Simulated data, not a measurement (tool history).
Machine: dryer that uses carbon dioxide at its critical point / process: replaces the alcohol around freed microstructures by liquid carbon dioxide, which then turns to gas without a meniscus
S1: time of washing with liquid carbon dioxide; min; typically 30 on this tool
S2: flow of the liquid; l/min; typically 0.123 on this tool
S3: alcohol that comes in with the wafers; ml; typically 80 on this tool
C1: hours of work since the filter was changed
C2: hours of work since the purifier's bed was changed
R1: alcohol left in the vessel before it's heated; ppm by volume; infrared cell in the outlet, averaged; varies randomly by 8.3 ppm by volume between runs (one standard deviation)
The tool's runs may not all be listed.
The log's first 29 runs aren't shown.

Run 30, hour 862.8: usual settings but S1 27 min, S2 0.095 l/min; C1 90; C2 696. Result: R1 3643 ppm by volume.
Run 31, hour 897.1: usual settings but S1 27 min, S2 0.095 l/min; C1 112; C2 718. Result: R1 3761 ppm by volume.
Run 32, hour 924.4: usual settings but S1 27 min, S2 0.095 l/min; C1 130; C2 735. Result: R1 4014 ppm by volume.
Run 33, hour 942.7: usual settings but S1 27 min, S2 0.095 l/min; C1 141; C2 747. Result: R1 4023 ppm by volume.
Run 34, hour 961.6: usual settings but S1 46 min, S2 0.167 l/min, S3 37 ml; C1 153; C2 759. Result: R1 31 ppm by volume.
Run 35, hour 982.4: usual settings but S2 0.13 l/min, S3 107 ml; C1 167; C2 772. Result: R1 897 ppm by volume.
Run 36, hour 1003.5: usual settings but S1 41 min, S2 0.097 l/min, S3 88 ml; C1 180; C2 786. Result: R1 712 ppm by volume.
Run 37, hour 1040.2: usual settings but S1 25 min, S2 0.159 l/min, S3 62 ml; C1 204; C2 809. Result: R1 559 ppm by volume.
At hour 1067.5: inlet filter changed.
Run 38, hour 1067.5: usual settings but S1 38 min, S2 0.159 l/min, S3 62 ml; C1 0; C2 826. Result: R1 52 ppm by volume.
Run 39, hour 1091.4: usual settings but S1 29 min, S2 0.186 l/min, S3 22 ml; C1 15; C2 841. Result: R1 46 ppm by volume.
Run 40, hour 1116.8: usual settings but S1 29 min, S2 0.186 l/min, S3 22 ml; C1 32; C2 858. Result: R1 49 ppm by volume.
Run 41, hour 1143.4: usual settings but S2 0.202 l/min; C1 49; C2 875. Result: R1 48 ppm by volume.
Run 42, hour 1179.5: usual settings but S2 0.202 l/min, S3 44 ml; C1 72; C2 898. Result: R1 53 ppm by volume.
Run 43, hour 1217.8: usual settings but S2 0.202 l/min, S3 21 ml; C1 96; C2 922. Result: R1 47 ppm by volume.
Run 44, hour 1235.8: usual settings but S1 25 min, S2 0.202 l/min, S3 56 ml; C1 108; C2 934. Result: R1 105 ppm by volume.
Run 45, hour 1262.8: usual settings but S1 25 min, S2 0.202 l/min, S3 56 ml; C1 125; C2 951. Result: R1 111 ppm by volume.
Run 46, hour 1286.4: usual settings but S1 25 min, S2 0.202 l/min, S3 56 ml; C1 140; C2 966. Result: R1 119 ppm by volume.
Run 47, hour 1307.8: usual settings but S1 22 min, S2 0.197 l/min, S3 29 ml; C1 154; C2 980. Result: R1 160 ppm by volume.

4 options for the next run, each taken on its own from the tool as it stands now. Forecast them:
Run A, hour 1339.7: usual settings but S1 19 min, S2 0.152 l/min, S3 26 ml; C1 174; C2 1000. Result: R1 ?.
Run B, hour 1339.7: usual settings but S1 22 min, S2 0.178 l/min, S3 32 ml; C1 174; C2 1000. Result: R1 ?.
Run C, hour 1339.7: usual settings but S2 0.095 l/min, S3 35 ml; C1 174; C2 1000. Result: R1 ?.
Run D, hour 1339.7: usual settings but S1 27 min, S2 0.081 l/min, S3 29 ml; C1 174; C2 1000. Result: R1 ?.

run    R1
  A   967
  B   313
  C  1388
  D  2842
Without the tool's hidden state the same runs would have given:
run    R1
  A   520
  B   128
  C   770
  D  1818
